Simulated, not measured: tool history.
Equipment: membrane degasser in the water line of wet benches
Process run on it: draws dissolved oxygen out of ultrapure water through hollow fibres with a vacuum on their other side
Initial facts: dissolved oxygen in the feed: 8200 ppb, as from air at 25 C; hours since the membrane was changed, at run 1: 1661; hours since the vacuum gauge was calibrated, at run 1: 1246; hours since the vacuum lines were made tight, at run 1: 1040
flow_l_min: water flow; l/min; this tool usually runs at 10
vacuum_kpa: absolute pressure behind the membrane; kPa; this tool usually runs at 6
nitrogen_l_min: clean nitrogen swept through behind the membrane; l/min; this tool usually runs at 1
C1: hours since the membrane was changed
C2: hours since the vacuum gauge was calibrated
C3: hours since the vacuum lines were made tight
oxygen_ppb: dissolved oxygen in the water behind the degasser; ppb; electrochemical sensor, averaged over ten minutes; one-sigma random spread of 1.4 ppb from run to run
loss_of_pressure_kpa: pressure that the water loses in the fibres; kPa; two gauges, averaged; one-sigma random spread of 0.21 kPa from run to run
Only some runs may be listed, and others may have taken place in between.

Run 1, hour 0: usual settings; C1 1661; C2 1246; C3 1040. Result: oxygen_ppb 134.8 ppb, loss_of_pressure_kpa 48.05 kPa.
Run 2, hour 49.3: usual settings but nitrogen_l_min 0.79 l/min; C1 1710; C2 1296; C3 1089. Result: oxygen_ppb 152.1 ppb, loss_of_pressure_kpa 47.97 kPa.
Run 3, hour 149.9: usual settings but nitrogen_l_min 0.79 l/min; C1 1811; C2 1396; C3 1190. Result: oxygen_ppb 151.3 ppb, loss_of_pressure_kpa 48.31 kPa.
Run 4, hour 252.2: usual settings but nitrogen_l_min 2.65 l/min; C1 1913; C2 1499; C3 1292. Result: oxygen_ppb 97.6 ppb, loss_of_pressure_kpa 48.25 kPa.
Run 5, hour 311: usual settings but nitrogen_l_min 2.65 l/min; C1 1972; C2 1557; C3 1351. Result: oxygen_ppb 95.3 ppb, loss_of_pressure_kpa 48.22 kPa.
Run 6, hour 396.5: usual settings but nitrogen_l_min 2.65 l/min; C1 2057; C2 1643; C3 1436. Result: oxygen_ppb 96.4 ppb, loss_of_pressure_kpa 48.27 kPa.
Run 7, hour 451: usual settings but nitrogen_l_min 2.65 l/min; C1 2112; C2 1697; C3 1491. Result: oxygen_ppb 95.3 ppb, loss_of_pressure_kpa 48.42 kPa.
Run 8, hour 524.8: usual settings but nitrogen_l_min 2.65 l/min; C1 2186; C2 1771; C3 1565. Result: oxygen_ppb 96.6 ppb, loss_of_pressure_kpa 48.76 kPa.
Run 9, hour 611.9: usual settings but flow_l_min 14 l/min, nitrogen_l_min 2.65 l/min; C1 2273; C2 1858; C3 1652. Result: oxygen_ppb 238.2 ppb, loss_of_pressure_kpa 67.68 kPa.
Run 10, hour 718.3: usual settings but flow_l_min 14 l/min, nitrogen_l_min 2.65 l/min; C1 2379; C2 1965; C3 1758. Result: oxygen_ppb 239.2 ppb, loss_of_pressure_kpa 68.29 kPa.
Run 11, hour 797.5: usual settings but vacuum_kpa 8 kPa; C1 2458; C2 2044; C3 1837. Result: oxygen_ppb 180.1 ppb, loss_of_pressure_kpa 48.52 kPa.
Run 12, hour 861.5: usual settings but flow_l_min 15 l/min; C1 2522; C2 2108; C3 1901. Result: oxygen_ppb 334.5 ppb, loss_of_pressure_kpa 73.1 kPa.
Run 13, hour 916.4: usual settings but flow_l_min 15 l/min; C1 2577; C2 2163; C3 1956. Result: oxygen_ppb 339.3 ppb, loss_of_pressure_kpa 72.97 kPa.
Run 14, hour 976.1: usual settings but flow_l_min 15 l/min, vacuum_kpa 5.43 kPa; C1 2637; C2 2222; C3 2016. Result: oxygen_ppb 315.2 ppb, loss_of_pressure_kpa 73.18 kPa.
Run 15, hour 1021.4: usual settings but flow_l_min 15 l/min, vacuum_kpa 5.43 kPa; C1 2682; C2 2268; C3 2061. Result: oxygen_ppb 321.5 ppb, loss_of_pressure_kpa 73.79 kPa.
Run 16, hour 1076: usual settings but flow_l_min 15 l/min, vacuum_kpa 14.14 kPa; C1 2737; C2 2322; C3 2116. Result: oxygen_ppb 587.4 ppb, loss_of_pressure_kpa 73.35 kPa.
Run 17, hour 1120.5: usual settings but flow_l_min 12 l/min, vacuum_kpa 8.78 kPa, nitrogen_l_min 2.6 l/min; C1 2782; C2 2367; C3 2160. Result: oxygen_ppb 189.1 ppb, loss_of_pressure_kpa 58.78 kPa.
Run 18, hour 1190.8: usual settings but flow_l_min 12 l/min, vacuum_kpa 8.78 kPa, nitrogen_l_min 2.6 l/min; C1 2852; C2 2437; C3 2231. Result: oxygen_ppb 192.5 ppb, loss_of_pressure_kpa 58.35 kPa.
Run 19, hour 1253.7: usual settings but flow_l_min 6 l/min, vacuum_kpa 11.77 kPa, nitrogen_l_min 1.67 l/min; C1 2915; C2 2500; C3 2293. Result: oxygen_ppb 83.9 ppb, loss_of_pressure_kpa 29.58 kPa.
Run 20, hour 1324.8: usual settings but flow_l_min 6 l/min, vacuum_kpa 11.77 kPa, nitrogen_l_min 1.67 l/min; C1 2986; C2 2571; C3 2365. Result: oxygen_ppb 81.4 ppb, loss_of_pressure_kpa 29.46 kPa.
Run 21, hour 1416: usual settings but flow_l_min 6 l/min, vacuum_kpa 14.32 kPa, nitrogen_l_min 1.06 l/min; C1 3077; C2 2662; C3 2456. Result: oxygen_ppb 158.2 ppb, loss_of_pressure_kpa 29.35 kPa.
Run 22, hour 1493.9: usual settings but flow_l_min 6 l/min, vacuum_kpa 14.32 kPa, nitrogen_l_min 1.06 l/min; C1 3155; C2 2740; C3 2534. Result: oxygen_ppb 156.5 ppb, loss_of_pressure_kpa 29.14 kPa.
Run 23, hour 1541.7: usual settings but flow_l_min 14 l/min, vacuum_kpa 8.01 kPa, nitrogen_l_min 0.7 l/min; C1 3203; C2 2788; C3 2581. Result: oxygen_ppb 409.3 ppb, loss_of_pressure_kpa 68.66 kPa.
Run 24, hour 1608.8: usual settings but flow_l_min 7 l/min, vacuum_kpa 8.01 kPa, nitrogen_l_min 0.7 l/min; C1 3270; C2 2855; C3 2649. Result: oxygen_ppb 128.5 ppb, loss_of_pressure_kpa 34.29 kPa.
Run 25, hour 1665.3: usual settings but flow_l_min 12 l/min, vacuum_kpa 8.01 kPa, nitrogen_l_min 2.34 l/min; C1 3326; C2 2912; C3 2705. Result: oxygen_ppb 185.6 ppb, loss_of_pressure_kpa 59.04 kPa.
Run 26, hour 1728.6: usual settings but flow_l_min 7 l/min, vacuum_kpa 4.89 kPa, nitrogen_l_min 0.98 l/min; C1 3390; C2 2975; C3 2768. Result: oxygen_ppb 45.2 ppb, loss_of_pressure_kpa 34.13 kPa.
Run 27, hour 1783.8: usual settings but flow_l_min 16 l/min, vacuum_kpa 8.97 kPa, nitrogen_l_min 1.17 l/min; C1 3445; C2 3030; C3 2824. Result: oxygen_ppb 458.1 ppb, loss_of_pressure_kpa 79.47 kPa.
Run 28, hour 1889.5: usual settings but nitrogen_l_min 2.83 l/min; C1 3550; C2 3136; C3 2929. Result: oxygen_ppb 95.2 ppb, loss_of_pressure_kpa 49.05 kPa.
Run 29, hour 1964.1: usual settings but vacuum_kpa 10.69 kPa, nitrogen_l_min 2.83 l/min; C1 3625; C2 3210; C3 3004. Result: oxygen_ppb 135 ppb, loss_of_pressure_kpa 49.33 kPa.

Run 30 has not been measured yet. What should we expect?
Run 30, hour 2047: usual settings but vacuum_kpa 4.6 kPa, nitrogen_l_min 2.08 l/min; C1 3708; C2 3293; C3 3087. Result: oxygen_ppb ?, loss_of_pressure_kpa ?.

{"run 30": {"oxygen_ppb": 86.7, "loss_of_pressure_kpa": 49.5}}
With no hidden state in the tool, this same run would have given oxygen_ppb 86.6 ppb, loss_of_pressure_kpa 48.29 kPa.

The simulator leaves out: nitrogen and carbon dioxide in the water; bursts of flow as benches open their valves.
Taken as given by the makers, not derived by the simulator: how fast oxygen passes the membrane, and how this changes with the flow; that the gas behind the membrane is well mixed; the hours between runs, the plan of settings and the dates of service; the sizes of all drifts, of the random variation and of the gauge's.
